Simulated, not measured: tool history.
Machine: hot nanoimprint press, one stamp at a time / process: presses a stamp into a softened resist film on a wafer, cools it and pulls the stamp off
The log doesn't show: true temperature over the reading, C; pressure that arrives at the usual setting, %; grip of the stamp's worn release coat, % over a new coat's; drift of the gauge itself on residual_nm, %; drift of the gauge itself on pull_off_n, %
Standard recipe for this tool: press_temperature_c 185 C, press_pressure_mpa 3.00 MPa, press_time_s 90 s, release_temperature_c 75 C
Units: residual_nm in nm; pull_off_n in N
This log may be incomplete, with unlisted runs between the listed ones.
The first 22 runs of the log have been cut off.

run,hour,press_temperature_c,press_pressure_mpa,press_time_s,release_temperature_c,hours of work since the thermocouple was calibrated,imprints on the stamp's release coat,hours of work since the press's seals were changed,residual_nm,pull_off_n
23,997.5,182,4.09,176,75,244,1415,399,310.1,182
24,1043.2,182,4.09,176,75,278,1588,433,309.5,190
25,1077.8,185,3.00,120,62,305,1718,460,366.8,265
# hour 1095.3: plate thermocouple calibrated
# hour 1106.0: stamp cleaned and given a new release coat
26,1142.4,189,3.59,90,75,31,137,502,337.8,162
27,1199.2,177,1.91,90,75,74,351,545,565.2,169
28,1260.7,177,1.91,90,78,121,583,592,563.5,161
29,1326.0,177,1.91,90,78,171,829,641,559.8,161
30,1365.0,177,3.46,90,78,200,977,671,483.0,164

Here are 4 independent what-if runs from the current tool condition. What would each one return?
A,1401.8,185,3.00,63,75,228,1115,699,?,?
B,1401.8,177,3.46,90,72,228,1115,699,?,?
C,1401.8,185,3.00,56,67,228,1115,699,?,?
D,1401.8,177,3.46,73,73,228,1115,699,?,?

run,residual_nm,pull_off_n
A,450.5,178
B,483.1,194
C,467.4,216
D,509.7,189
Without the tool's unlogged condition, the same runs would have read:
run,residual_nm,pull_off_n
A,451.2,157
B,483.7,171
C,468.1,191
D,510.3,167
